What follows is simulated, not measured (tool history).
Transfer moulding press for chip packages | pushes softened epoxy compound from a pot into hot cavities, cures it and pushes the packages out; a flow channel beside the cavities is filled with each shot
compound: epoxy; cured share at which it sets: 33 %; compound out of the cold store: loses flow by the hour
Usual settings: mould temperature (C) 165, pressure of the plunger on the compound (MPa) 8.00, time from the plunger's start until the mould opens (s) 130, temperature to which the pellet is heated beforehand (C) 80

run	hour	mould temperature (C)	pressure of the plunger on the compound (MPa)	time from the plunger's start until the mould opens (s)	temperature to which the pellet is heated beforehand (C)	incoming compound's hours out of the cold store	length that the compound runs in the flow channel (mm)	greatest force on the pins that push the packages out (N)
1	0.0	165	8.00	130	80	43.2	918	447
2	27.0	165	8.00	130	80	39.6	929	457
# hour 70.4: cavities cleaned with cleaning compound and waxed
3	70.4	165	8.00	130	80	44.7	911	449
# hour 76.7: plunger's sealing rings changed
4	108.1	165	8.00	130	80	10.4	1052	484
5	141.9	165	8.00	130	80	46.4	907	452
# hour 160.6: cavities cleaned with cleaning compound and waxed
6	189.2	165	8.00	130	80	26.9	979	457
# hour 249.6: cavities cleaned with cleaning compound and waxed
7	251.1	165	8.00	130	80	20.8	1006	456
8	289.3	165	8.00	130	80	37.2	939	447
9	324.1	165	8.00	130	80	45.1	908	440
# hour 340.1: cavities cleaned with cleaning compound and waxed
10	385.1	163	8.00	130	80	31.3	972	507
# hour 392.7: plunger's sealing rings changed
# hour 430.3: cavities cleaned with cleaning compound and waxed
11	436.5	165	8.00	130	75	27.9	983	460
12	463.8	165	8.00	130	75	46.7	902	457
13	494.2	165	8.00	130	75	36.8	945	479
# hour 521.2: cavities cleaned with cleaning compound and waxed
14	522.6	165	8.00	123	77	31.6	965	494
15	583.2	165	8.00	123	77	34.3	953	497
# hour 609.5: cavities cleaned with cleaning compound and waxed
16	643.2	165	9.31	123	77	26.0	1064	487
17	669.9	165	9.31	123	77	13.5	1121	528
# hour 700.1: cavities cleaned with cleaning compound and waxed
# hour 709.5: plunger's sealing rings changed
18	733.6	165	9.73	124	73	17.6	1129	499
19	786.2	165	9.73	124	73	35.5	1044	475
# hour 790.6: cavities cleaned with cleaning compound and waxed
20	816.1	165	9.73	124	73	16.9	1128	458
21	864.2	170	7.71	130	88	38.1	897	397
# hour 882.8: cavities cleaned with cleaning compound and waxed
22	922.7	170	7.71	130	88	46.4	868	396
23	962.6	163	6.27	130	80	41.1	828	497

Forecast each of these 3 alternatives for the next run:
# hour 973.1: cavities cleaned with cleaning compound and waxed
A	998.1	165	8.00	129	80	13.5	?	?
# hour 973.1: cavities cleaned with cleaning compound and waxed
B	998.1	163	6.27	133	80	36.1	?	?
# hour 973.1: cavities cleaned with cleaning compound and waxed
C	998.1	167	6.27	158	85	43.4	?	?

run	length that the compound runs in the flow channel (mm)	greatest force on the pins that push the packages out (N)
A	1039	468
B	845	477
C	804	404
Without the tool's hidden state the same runs would have given:
run	length that the compound runs in the flow channel (mm)	greatest force on the pins that push the packages out (N)
A	1040	465
B	845	475
C	804	401
